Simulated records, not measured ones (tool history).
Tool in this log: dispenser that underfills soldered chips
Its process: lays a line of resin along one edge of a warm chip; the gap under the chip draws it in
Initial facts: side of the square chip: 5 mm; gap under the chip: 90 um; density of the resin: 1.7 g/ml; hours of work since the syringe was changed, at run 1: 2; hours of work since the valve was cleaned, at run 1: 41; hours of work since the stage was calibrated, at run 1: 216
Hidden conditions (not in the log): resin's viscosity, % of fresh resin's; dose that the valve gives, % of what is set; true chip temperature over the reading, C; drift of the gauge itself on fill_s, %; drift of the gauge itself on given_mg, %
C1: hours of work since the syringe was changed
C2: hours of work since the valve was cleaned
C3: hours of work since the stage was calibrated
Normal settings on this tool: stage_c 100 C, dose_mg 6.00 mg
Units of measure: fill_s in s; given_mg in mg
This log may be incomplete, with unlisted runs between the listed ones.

{"run": 1, "hour": 0.0, "stage_c": 100, "dose_mg": 6.0, "C1": 2, "C2": 41, "C3": 216, "fill_s": 6.1, "given_mg": 5.75}
{"run": 2, "hour": 6.5, "stage_c": 100, "dose_mg": 6.0, "C1": 7, "C2": 45, "C3": 221, "fill_s": 7.3, "given_mg": 5.74}
{"hour": 10.0, "done": "new syringe of resin"}
{"run": 3, "hour": 17.2, "stage_c": 100, "dose_mg": 6.0, "C1": 5, "C2": 53, "C3": 228, "fill_s": 7.0, "given_mg": 5.79}
{"hour": 23.0, "done": "new syringe of resin"}
{"run": 4, "hour": 23.8, "stage_c": 100, "dose_mg": 6.0, "C1": 1, "C2": 57, "C3": 233, "fill_s": 6.2, "given_mg": 5.62}
{"run": 5, "hour": 29.5, "stage_c": 100, "dose_mg": 6.0, "C1": 5, "C2": 61, "C3": 237, "fill_s": 7.2, "given_mg": 5.71}
{"run": 6, "hour": 34.6, "stage_c": 100, "dose_mg": 6.0, "C1": 8, "C2": 65, "C3": 241, "fill_s": 7.6, "given_mg": 5.65}
{"hour": 36.3, "done": "new syringe of resin"}
{"run": 7, "hour": 43.4, "stage_c": 100, "dose_mg": 7.45, "C1": 5, "C2": 71, "C3": 247, "fill_s": 6.4, "given_mg": 6.93}
{"hour": 49.8, "done": "new syringe of resin"}
{"run": 8, "hour": 51.8, "stage_c": 100, "dose_mg": 7.45, "C1": 1, "C2": 77, "C3": 253, "fill_s": 6.0, "given_mg": 6.86}
{"run": 9, "hour": 61.2, "stage_c": 110, "dose_mg": 7.52, "C1": 8, "C2": 84, "C3": 260, "fill_s": 5.1, "given_mg": 6.96}
{"hour": 63.2, "done": "new syringe of resin"}
{"run": 10, "hour": 71.1, "stage_c": 89, "dose_mg": 6.0, "C1": 6, "C2": 91, "C3": 267, "fill_s": 9.5, "given_mg": 5.53}
{"hour": 76.1, "done": "new syringe of resin"}
{"run": 11, "hour": 81.9, "stage_c": 92, "dose_mg": 6.0, "C1": 4, "C2": 98, "C3": 274, "fill_s": 7.7, "given_mg": 5.51}
{"hour": 89.0, "done": "new syringe of resin"}
{"hour": 90.0, "done": "dispensing valve cleaned and set on the balance"}
{"run": 12, "hour": 94.2, "stage_c": 92, "dose_mg": 6.0, "C1": 3, "C2": 3, "C3": 282, "fill_s": 7.0, "given_mg": 5.94}
{"hour": 103.2, "done": "new syringe of resin"}
{"run": 13, "hour": 105.3, "stage_c": 92, "dose_mg": 6.0, "C1": 2, "C2": 11, "C3": 290, "fill_s": 7.5, "given_mg": 5.95}

Predict each of these 3 candidate next runs independently; none follows another, all start after run 13:
{"run": "A", "hour": 114.0, "stage_c": 87, "dose_mg": 5.56, "C1": 8, "C2": 17, "C3": 296, "fill_s": "?", "given_mg": "?"}
{"run": "B", "hour": 114.0, "stage_c": 99, "dose_mg": 7.04, "C1": 8, "C2": 17, "C3": 296, "fill_s": "?", "given_mg": "?"}
{"run": "C", "hour": 114.0, "stage_c": 100, "dose_mg": 6.9, "C1": 8, "C2": 17, "C3": 296, "fill_s": "?", "given_mg": "?"}

run=A fill_s=10.4 given_mg=5.57
run=B fill_s=7.6 given_mg=6.85
run=C fill_s=6.9 given_mg=6.81
Stripped of hidden state, with their random variation kept, the same runs would have yielded:
run=A fill_s=7.9 given_mg=5.66
run=B fill_s=5.9 given_mg=6.96
run=C fill_s=5.2 given_mg=6.92
